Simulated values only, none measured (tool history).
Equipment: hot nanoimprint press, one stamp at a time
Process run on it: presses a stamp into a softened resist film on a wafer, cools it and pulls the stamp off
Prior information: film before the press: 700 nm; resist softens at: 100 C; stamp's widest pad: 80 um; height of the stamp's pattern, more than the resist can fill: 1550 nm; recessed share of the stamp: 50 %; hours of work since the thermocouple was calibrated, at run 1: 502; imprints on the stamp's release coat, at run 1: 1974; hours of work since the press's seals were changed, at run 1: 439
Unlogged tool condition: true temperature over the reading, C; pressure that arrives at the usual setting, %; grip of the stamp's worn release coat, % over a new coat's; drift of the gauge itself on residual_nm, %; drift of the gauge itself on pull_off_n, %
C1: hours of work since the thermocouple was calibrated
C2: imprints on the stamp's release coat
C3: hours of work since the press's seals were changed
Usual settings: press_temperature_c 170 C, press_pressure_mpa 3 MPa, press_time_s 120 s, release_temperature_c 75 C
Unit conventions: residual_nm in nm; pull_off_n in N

Run 1, hour 0: usual settings; C1 502; C2 1974; C3 439. Result: residual_nm 334.7 nm, pull_off_n 334 N.
At hour 21.3: plate thermocouple calibrated.
Run 2, hour 64.4: usual settings but press_temperature_c 172 C; C1 22; C2 2174; C3 471. Result: residual_nm 325.3 nm, pull_off_n 375 N.
Run 3, hour 94.1: usual settings but press_time_s 139 s; C1 38; C2 2271; C3 486. Result: residual_nm 332.6 nm, pull_off_n 365 N.
At hour 127.2: stamp cleaned and given a new release coat.
Run 4, hour 154.2: usual settings but press_time_s 139 s; C1 66; C2 88; C3 514. Result: residual_nm 331.1 nm, pull_off_n 188 N.
At hour 224.6: press's hydraulic seals changed and the load cell set to zero.
Run 5, hour 225.8: usual settings; C1 98; C2 295; C3 1. Result: residual_nm 346.4 nm, pull_off_n 203 N.
Run 6, hour 274.8: usual settings; C1 124; C2 454; C3 26. Result: residual_nm 342.7 nm, pull_off_n 219 N.
Run 7, hour 309.9: usual settings but release_temperature_c 66 C; C1 142; C2 568; C3 44. Result: residual_nm 342.1 nm, pull_off_n 265 N.
Run 8, hour 371.8: usual settings; C1 174; C2 769; C3 76. Result: residual_nm 340.3 nm, pull_off_n 242 N.
Run 9, hour 434.5: usual settings; C1 206; C2 973; C3 108. Result: residual_nm 340.8 nm, pull_off_n 255 N.
Run 10, hour 483.7: usual settings; C1 232; C2 1133; C3 134. Result: residual_nm 341.2 nm, pull_off_n 271 N.
Run 11, hour 526.3: usual settings; C1 254; C2 1272; C3 156. Result: residual_nm 335.2 nm, pull_off_n 294 N.
Run 12, hour 566.4: usual settings; C1 274; C2 1403; C3 177. Result: residual_nm 340.7 nm, pull_off_n 301 N.
Run 13, hour 612.2: usual settings; C1 298; C2 1552; C3 200. Result: residual_nm 341.2 nm, pull_off_n 312 N.
Run 14, hour 655.5: usual settings; C1 320; C2 1692; C3 223. Result: residual_nm 335.9 nm, pull_off_n 315 N.
Run 15, hour 714.1: usual settings but press_temperature_c 173 C, press_pressure_mpa 1.95 MPa, press_time_s 67 s, release_temperature_c 68 C; C1 351; C2 1883; C3 253. Result: residual_nm 442.2 nm, pull_off_n 379 N.
Run 16, hour 766: usual settings but press_temperature_c 159 C, press_pressure_mpa 4.74 MPa, press_time_s 132 s; C1 378; C2 2052; C3 280. Result: residual_nm 409.1 nm, pull_off_n 356 N.
Run 17, hour 813.4: usual settings but press_temperature_c 159 C, press_pressure_mpa 4.74 MPa, press_time_s 211 s; C1 402; C2 2206; C3 304. Result: residual_nm 345.5 nm, pull_off_n 370 N.
At hour 868.2: stamp cleaned and given a new release coat.
Run 18, hour 883.8: usual settings but press_temperature_c 166 C, press_pressure_mpa 3.21 MPa, release_temperature_c 81 C; C1 435; C2 50; C3 338. Result: residual_nm 375.3 nm, pull_off_n 163 N.

What does the tool deliver on the next run?
Run 19, hour 916.5: usual settings but press_temperature_c 166 C, press_pressure_mpa 3.82 MPa, press_time_s 68 s, release_temperature_c 81 C; C1 452; C2 157; C3 354. Result: residual_nm ?, pull_off_n ?.

{"run 19": {"residual_nm": 420.5, "pull_off_n": 170}}
If the tool had no hidden condition, the same run with the same run-to-run variation would have returned residual_nm 432.4 nm, pull_off_n 165 N.
